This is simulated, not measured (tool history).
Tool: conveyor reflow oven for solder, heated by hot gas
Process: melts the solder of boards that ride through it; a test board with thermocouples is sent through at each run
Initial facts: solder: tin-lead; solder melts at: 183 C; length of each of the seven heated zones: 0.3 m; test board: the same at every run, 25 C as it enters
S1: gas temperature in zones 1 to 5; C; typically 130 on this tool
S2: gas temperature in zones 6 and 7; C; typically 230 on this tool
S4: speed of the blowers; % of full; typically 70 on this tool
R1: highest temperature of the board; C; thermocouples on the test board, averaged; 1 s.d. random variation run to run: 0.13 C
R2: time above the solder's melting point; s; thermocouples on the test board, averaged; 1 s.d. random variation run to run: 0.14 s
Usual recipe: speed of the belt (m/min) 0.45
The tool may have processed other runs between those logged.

{"run": 1, "hour": 0.0, "S1": 130, "S2": 230, "speed of the belt (m/min)": 0.45, "S4": 70, "R1": 212.3, "R2": 52.8}
{"run": 2, "hour": 15.8, "S1": 130, "S2": 230, "speed of the belt (m/min)": 0.45, "S4": 62, "R1": 210.3, "R2": 50}
{"run": 3, "hour": 31.5, "S1": 130, "S2": 230, "speed of the belt (m/min)": 0.45, "S4": 62, "R1": 210.2, "R2": 50.1}
{"run": 4, "hour": 55.8, "S1": 130, "S2": 230, "speed of the belt (m/min)": 0.45, "S4": 70, "R1": 212.3, "R2": 52.8}
{"run": 5, "hour": 66.9, "S1": 130, "S2": 230, "speed of the belt (m/min)": 0.45, "S4": 70, "R1": 212.1, "R2": 52.6}
{"run": 6, "hour": 82.0, "S1": 130, "S2": 230, "speed of the belt (m/min)": 0.45, "S4": 70, "R1": 212.3, "R2": 52.7}
{"run": 7, "hour": 96.2, "S1": 132, "S2": 230, "speed of the belt (m/min)": 0.45, "S4": 70, "R1": 212.9, "R2": 53.9}
{"run": 8, "hour": 111.2, "S1": 132, "S2": 230, "speed of the belt (m/min)": 0.45, "S4": 70, "R1": 212.7, "R2": 54}
{"run": 9, "hour": 135.4, "S1": 132, "S2": 230, "speed of the belt (m/min)": 0.45, "S4": 80, "R1": 214.9, "R2": 56.2}
{"run": 10, "hour": 158.9, "S1": 130, "S2": 230, "speed of the belt (m/min)": 0.45, "S4": 70, "R1": 212.5, "R2": 52.8}
{"run": 11, "hour": 178.1, "S1": 130, "S2": 230, "speed of the belt (m/min)": 0.45, "S4": 70, "R1": 212.4, "R2": 53.2}
{"run": 12, "hour": 197.2, "S1": 122, "S2": 230, "speed of the belt (m/min)": 0.45, "S4": 70, "R1": 210.8, "R2": 49.1}
{"run": 13, "hour": 222.1, "S1": 132, "S2": 234, "speed of the belt (m/min)": 0.45, "S4": 69, "R1": 215.9, "R2": 56.3}
{"run": 14, "hour": 239.8, "S1": 132, "S2": 225, "speed of the belt (m/min)": 0.443, "S4": 69, "R1": 208.6, "R2": 50.8}
{"run": 15, "hour": 260.9, "S1": 132, "S2": 225, "speed of the belt (m/min)": 0.443, "S4": 69, "R1": 208.8, "R2": 51.2}
{"run": 16, "hour": 279.9, "S1": 130, "S2": 226, "speed of the belt (m/min)": 0.45, "S4": 70, "R1": 209, "R2": 49.5}
{"run": 17, "hour": 290.4, "S1": 130, "S2": 226, "speed of the belt (m/min)": 0.411, "S4": 70, "R1": 211.6, "R2": 58.6}
{"run": 18, "hour": 307.7, "S1": 144, "S2": 225, "speed of the belt (m/min)": 0.513, "S4": 70, "R1": 206.6, "R2": 44.9}
{"run": 19, "hour": 324.5, "S1": 144, "S2": 230, "speed of the belt (m/min)": 0.513, "S4": 60, "R1": 208.1, "R2": 45.5}
{"hour": 344.7, "done": "flux residue cleaned out of gas plates and filters"}
{"run": 20, "hour": 348.5, "S1": 136, "S2": 230, "speed of the belt (m/min)": 0.45, "S4": 55, "R1": 209.2, "R2": 50.9}
{"run": 21, "hour": 369.1, "S1": 136, "S2": 230, "speed of the belt (m/min)": 0.45, "S4": 55, "R1": 209.3, "R2": 50.9}
{"run": 22, "hour": 383.9, "S1": 136, "S2": 230, "speed of the belt (m/min)": 0.45, "S4": 55, "R1": 209.5, "R2": 50.9}
{"run": 23, "hour": 401.6, "S1": 130, "S2": 239, "speed of the belt (m/min)": 0.45, "S4": 70, "R1": 220.2, "R2": 59.3}

Each row is a separate what-if for the run after 23, all from the same tool condition, not one after another. Results?
{"run": "A", "hour": 417.4, "S1": 130, "S2": 230, "speed of the belt (m/min)": 0.468, "S4": 70, "R1": "?", "R2": "?"}
{"run": "B", "hour": 417.4, "S1": 130, "S2": 239, "speed of the belt (m/min)": 0.45, "S4": 57, "R1": "?", "R2": "?"}
{"run": "C", "hour": 417.4, "S1": 130, "S2": 233, "speed of the belt (m/min)": 0.45, "S4": 70, "R1": "?", "R2": "?"}
{"run": "D", "hour": 417.4, "S1": 130, "S2": 234, "speed of the belt (m/min)": 0.532, "S4": 70, "R1": "?", "R2": "?"}

run=A R1=211 R2=49.1
run=B R1=216.4 R2=55.3
run=C R1=215.1 R2=55
run=D R1=209.9 R2=41
Had the tool no hidden state, the same runs would have come out as:
run=A R1=211 R2=49.1
run=B R1=216.4 R2=55.3
run=C R1=215.1 R2=55
run=D R1=209.9 R2=41
